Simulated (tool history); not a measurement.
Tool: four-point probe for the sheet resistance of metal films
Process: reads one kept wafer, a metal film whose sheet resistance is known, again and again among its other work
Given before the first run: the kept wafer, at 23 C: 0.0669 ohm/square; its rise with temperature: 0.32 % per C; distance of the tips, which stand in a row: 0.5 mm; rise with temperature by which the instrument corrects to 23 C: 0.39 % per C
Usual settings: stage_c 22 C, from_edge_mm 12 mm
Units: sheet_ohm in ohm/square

run	hour	stage_c	from_edge_mm	sheet_ohm
1	0.0	22	12	0.067388
2	51.7	22	12	0.067404
3	147.7	22	12	0.067423
4	243.7	22	12	0.067435
5	315.8	22	12	0.067429
6	405.0	22	12	0.067464
7	469.6	22	12	0.067431
8	568.4	22	60	0.067401
9	618.0	23	60	0.067370
10	716.1	23	60	0.067377
11	784.6	23	60	0.067410
12	838.7	23	75	0.067424
13	917.2	22	3	0.068458
14	967.0	22	3	0.068463
# hour 1004.7: stage's thermometer calibrated
15	1055.3	22	3	0.068284
16	1097.8	22	29	0.067321
17	1182.0	21	9	0.067490
18	1269.5	24	39	0.067253
19	1363.5	30	54	0.066984
20	1432.2	22	13	0.067392
21	1506.1	22	13	0.067420
22	1551.4	22	13	0.067409
23	1647.4	26	12	0.067263
24	1703.4	29	8	0.067250
25	1798.8	20	6	0.067746
26	1867.3	20	6	0.067745
27	1940.4	23	12	0.067430
28	1983.9	23	12	0.067460
29	2079.3	19	56	0.067588
30	2125.0	30	30	0.067083
31	2172.6	30	30	0.067107

Each row is a separate what-if for the run after 31, all from the same tool condition, not one after another. Results?
A	2267.7	18	18	?
B	2267.7	20	33	?
C	2267.7	26	55	?
D	2267.7	19	14	?
E	2267.7	21	18	?

run	sheet_ohm
A	0.067678
B	0.067538
C	0.067288
D	0.067630
E	0.067535
What these runs would have given with no unlogged condition in the tool:
run	sheet_ohm
A	0.067162
B	0.067024
C	0.066776
D	0.067115
E	0.067021
